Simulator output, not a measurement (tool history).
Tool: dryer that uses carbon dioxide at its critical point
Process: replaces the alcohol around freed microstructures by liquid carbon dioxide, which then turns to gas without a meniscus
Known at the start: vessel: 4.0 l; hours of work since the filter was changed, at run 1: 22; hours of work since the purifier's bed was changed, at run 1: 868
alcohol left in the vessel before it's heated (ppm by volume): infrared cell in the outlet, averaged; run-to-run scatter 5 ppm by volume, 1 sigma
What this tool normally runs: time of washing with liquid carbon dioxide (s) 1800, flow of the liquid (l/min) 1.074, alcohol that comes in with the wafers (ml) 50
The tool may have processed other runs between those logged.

run	day	time of washing with liquid carbon dioxide (s)	flow of the liquid (l/min)	alcohol that comes in with the wafers (ml)	hours of work since the filter was changed	hours of work since the purifier's bed was changed	alcohol left in the vessel before it's heated (ppm by volume)
1	0	1800	1.074	50	22	868	100
2	0.971	1800	1.074	50	38	884	100
3	1.617	1800	1.074	50	48	895	92
4	2.367	1800	1.074	50	61	907	96
5	3.392	1800	1.074	50	78	924	107
6	4.292	1800	0.65	50	92	939	355
7	5.579	1200	0.65	50	114	960	1072
8	6.396	1800	1.074	30	127	974	99
9	7	1800	1.27	30	137	984	98
10	8.246	1800	1.074	34	158	1004	107
11	9.404	1800	0.97	34	177	1023	118
# day 10.262: purifier's bed changed
12	10.358	1380	1.36	33	190	2	17
13	11.446	2520	0.68	50	208	20	65
14	12.696	1800	0.83	50	229	40	117
15	13.667	1800	1.61	57	245	56	7
# day 14.338: inlet filter changed
16	14.542	1800	1.61	57	3	70	14
17	15.129	1800	1.61	57	13	80	11
18	16.383	1800	1.61	57	34	100	14
19	16.996	2820	1.59	76	44	110	10

Predict each of these 4 candidate next runs independently; none follows another, all start after run 19:
A	18.354	2520	1.59	76	66	133	?
B	18.354	1200	1.21	76	66	133	?
C	18.354	1860	1.59	32	66	133	?
D	18.354	1800	0.67	50	66	133	?

run	alcohol left in the vessel before it's heated (ppm by volume)
A	13
B	162
C	11
D	252
With the hidden condition removed and each run's random variation left untouched, the same runs would have given:
run	alcohol left in the vessel before it's heated (ppm by volume)
A	0
B	139
C	0
D	224
